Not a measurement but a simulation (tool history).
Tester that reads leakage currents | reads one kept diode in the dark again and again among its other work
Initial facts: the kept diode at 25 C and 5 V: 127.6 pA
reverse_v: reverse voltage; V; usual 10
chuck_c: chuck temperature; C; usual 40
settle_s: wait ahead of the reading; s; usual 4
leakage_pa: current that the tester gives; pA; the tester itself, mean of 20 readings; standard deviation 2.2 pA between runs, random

run 1 hour=0 | reverse_v=10 chuck_c=40 settle_s=4 | leakage_pa=754.66
run 2 hour=29.1 | reverse_v=10 chuck_c=40 settle_s=4 | leakage_pa=751.3
run 3 hour=54.9 | reverse_v=10 chuck_c=40 settle_s=1.69 | leakage_pa=755.9
run 4 hour=85.4 | reverse_v=10 chuck_c=40 settle_s=4 | leakage_pa=758.73
run 5 hour=110.5 | reverse_v=10 chuck_c=40 settle_s=4 | leakage_pa=763.23
run 6 hour=134.4 | reverse_v=10 chuck_c=40 settle_s=4 | leakage_pa=757.31
run 7 hour=157.5 | reverse_v=10 chuck_c=40 settle_s=4 | leakage_pa=759.98
run 8 hour=172.1 | reverse_v=10 chuck_c=22 settle_s=4 | leakage_pa=157.65
run 9 hour=194.5 | reverse_v=4.8 chuck_c=40 settle_s=4 | leakage_pa=503.89
run 10 hour=214.2 | reverse_v=4.8 chuck_c=29 settle_s=4 | leakage_pa=193.52
run 11 hour=235.8 | reverse_v=4.8 chuck_c=29 settle_s=4 | leakage_pa=194.07
run 12 hour=251.7 | reverse_v=4.8 chuck_c=29 settle_s=4 | leakage_pa=193.59
run 13 hour=277.7 | reverse_v=10 chuck_c=40 settle_s=4 | leakage_pa=765.72
run 14 hour=297.1 | reverse_v=10 chuck_c=40 settle_s=4 | leakage_pa=763.93
run 15 hour=326.9 | reverse_v=10 chuck_c=33 settle_s=4 | leakage_pa=422.61
run 16 hour=357.8 | reverse_v=10 chuck_c=33 settle_s=4 | leakage_pa=423.15
run 17 hour=376 | reverse_v=10 chuck_c=40 settle_s=4 | leakage_pa=773.07
run 18 hour=390.2 | reverse_v=10 chuck_c=40 settle_s=4 | leakage_pa=771.47
run 19 hour=410.4 | reverse_v=10 chuck_c=37 settle_s=4 | leakage_pa=597.67
run 20 hour=429 | reverse_v=1.3 chuck_c=29 settle_s=3.31 | leakage_pa=93.16

What does the tool deliver on the next run?
run 21 hour=456.2 | reverse_v=1.3 chuck_c=29 settle_s=0.57 | leakage_pa=?

Logged for run 21: leakage_pa 93.59 pA.
Were there no unlogged condition in the tool, this run, its random variation unchanged, would have produced leakage_pa 87.06 pA.

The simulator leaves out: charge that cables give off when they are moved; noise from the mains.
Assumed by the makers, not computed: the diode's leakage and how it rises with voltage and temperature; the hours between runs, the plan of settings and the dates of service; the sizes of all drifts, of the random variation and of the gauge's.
